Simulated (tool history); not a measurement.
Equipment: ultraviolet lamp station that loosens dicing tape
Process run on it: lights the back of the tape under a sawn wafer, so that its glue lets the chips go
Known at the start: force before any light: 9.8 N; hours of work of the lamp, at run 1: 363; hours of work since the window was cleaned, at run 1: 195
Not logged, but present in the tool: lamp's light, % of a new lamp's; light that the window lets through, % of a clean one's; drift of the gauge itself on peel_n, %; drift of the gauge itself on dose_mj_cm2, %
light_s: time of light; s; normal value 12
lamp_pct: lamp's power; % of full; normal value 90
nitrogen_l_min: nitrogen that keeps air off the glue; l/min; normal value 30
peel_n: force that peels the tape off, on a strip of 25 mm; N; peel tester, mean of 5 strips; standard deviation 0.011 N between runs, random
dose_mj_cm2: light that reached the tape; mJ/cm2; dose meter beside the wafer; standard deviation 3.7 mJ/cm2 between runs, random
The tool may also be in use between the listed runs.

run   hour  light_s  lamp_pct  nitrogen_l_min  hours of work of the lamp  hours of work since the window was cleaned  peel_n  dose_mj_cm2
  1      0       12        90              30                        363                                         195   0.471          616
  2   31.4       12        90              10                        380                                         212   1.024          616
  3   77.1       12        90              41                        406                                         238   0.397          622
  4  115.7       12        90              12                        427                                         259   0.891          618
  5  143.5       12        90              30                        443                                         275   0.486          619
       161  -- window cleaned of glue's vapour
  6  175.6       12        90              30                        460                                           8   0.474          619
  7  217.9       12        90              30                        484                                          32    0.49          616
  8  265.3       12        90              30                        510                                          58    0.47          620
  9  295.4       12        90              30                        527                                          75   0.469          623
 10  338.2       12        90              23                        551                                          99   0.578          615
 11  367.6       12        90              23                        567                                         115   0.559          614
 12  396.8       12        89              23                        583                                         131   0.586          616
 13  430.3       12        89              23                        602                                         150   0.581          607
 14  477.1       12        90              11                        628                                         176   0.964          624
 15  503.9       12        90              11                        643                                         191   0.984          615
 16  537.7       20        71              30                        662                                         210   0.308          810
 17  584.4       20        71              30                        688                                         236   0.291          815
 18  627.1       20        71              30                        712                                         259   0.286          811
 19  663.1        8        83              30                        732                                         279   1.263          382

Run 20 comes next. What will it give?
     673.1  -- window cleaned of glue's vapour
 20  708.5       12        90              24                        757                                          20       ?            ?

{"run 20": {"peel_n": 0.572, "dose_mj_cm2": 624}}
The same run, on a tool lacking any hidden state, would have yielded peel_n 0.57 N, dose_mj_cm2 625 mJ/cm2.

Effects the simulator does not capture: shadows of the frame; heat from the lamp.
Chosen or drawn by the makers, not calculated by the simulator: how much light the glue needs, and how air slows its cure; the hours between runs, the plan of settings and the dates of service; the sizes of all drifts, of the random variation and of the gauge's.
